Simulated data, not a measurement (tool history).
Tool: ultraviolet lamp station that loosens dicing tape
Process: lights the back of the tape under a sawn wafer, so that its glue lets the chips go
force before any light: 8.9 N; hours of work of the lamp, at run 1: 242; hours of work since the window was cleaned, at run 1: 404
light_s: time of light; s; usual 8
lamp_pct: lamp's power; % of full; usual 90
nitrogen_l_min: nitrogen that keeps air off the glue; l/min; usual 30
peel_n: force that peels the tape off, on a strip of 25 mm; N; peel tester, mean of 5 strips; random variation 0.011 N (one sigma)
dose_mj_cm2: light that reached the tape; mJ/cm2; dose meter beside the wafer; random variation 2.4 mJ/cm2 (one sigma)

run,hour,light_s,lamp_pct,nitrogen_l_min,hours of work of the lamp,hours of work since the window was cleaned,peel_n,dose_mj_cm2
1,0.0,8,90,30,242,404,0.734,216
2,8.8,8,90,25,246,408,0.846,216
3,22.9,8,90,25,253,415,0.834,214
4,39.6,8,89,25,262,423,0.864,213
5,54.1,8,89,25,269,431,0.848,212
6,64.0,8,89,25,274,436,0.849,214
7,80.3,8,89,10,282,444,1.610,212
8,89.3,8,89,10,286,448,1.599,212
9,96.8,8,61,30,290,452,1.557,146
10,109.5,8,90,30,296,458,0.749,208
11,122.9,8,90,30,303,465,0.744,213
12,133.0,8,90,30,308,470,0.780,208
13,146.0,8,62,30,314,476,1.516,143
14,157.3,8,76,30,320,482,1.062,179
15,164.8,8,76,30,324,486,1.063,179
# hour 170.1: window cleaned of glue's vapour
16,172.8,8,76,30,328,1,0.865,195
17,181.1,8,90,30,332,5,0.624,235
18,193.1,8,90,30,338,11,0.614,235
19,209.1,10,90,30,346,19,0.402,291
20,218.8,10,90,30,350,24,0.407,288
21,233.4,10,90,30,358,32,0.413,290
22,248.2,8,90,30,365,39,0.620,231
23,255.7,5,90,30,369,43,1.525,143
24,266.8,5,90,30,374,48,1.558,144
25,276.9,5,90,30,379,53,1.583,145
26,288.0,13,61,11,385,59,1.062,255
27,302.9,8,66,24,392,66,1.319,164
28,316.3,6,69,15,399,73,2.504,132
29,330.9,5,62,46,406,80,2.293,98
30,345.7,14,68,37,414,87,0.338,299
31,360.1,5,84,46,421,95,1.372,132
32,370.8,5,84,46,426,100,1.390,129
33,378.7,13,94,19,430,104,0.334,380
34,388.4,9,70,19,435,109,1.157,197
35,402.6,9,70,19,442,116,1.196,193
36,414.2,10,70,40,448,121,0.596,221
37,422.6,10,70,40,452,126,0.611,218
38,430.8,5,90,22,456,130,1.936,139
39,440.2,5,90,24,461,134,1.871,137
40,448.6,8,95,38,465,139,0.512,234
41,457.5,8,95,38,469,143,0.537,235
42,474.4,6,75,30,478,151,1.688,139
43,490.1,6,75,30,485,159,1.621,140

Forecast each of these 4 alternatives for the next run:
A,498.5,8,90,19,490,163,?,?
B,498.5,15,96,30,490,163,?,?
C,498.5,5,90,30,490,163,?,?
D,498.5,6,89,30,490,163,?,?

run,peel_n,dose_mj_cm2
A,0.948,221
B,0.234,441
C,1.626,140
D,1.240,161
Without the tool's hidden state the same runs would have given:
run,peel_n,dose_mj_cm2
A,0.697,258
B,0.217,515
C,1.259,163
D,0.932,188

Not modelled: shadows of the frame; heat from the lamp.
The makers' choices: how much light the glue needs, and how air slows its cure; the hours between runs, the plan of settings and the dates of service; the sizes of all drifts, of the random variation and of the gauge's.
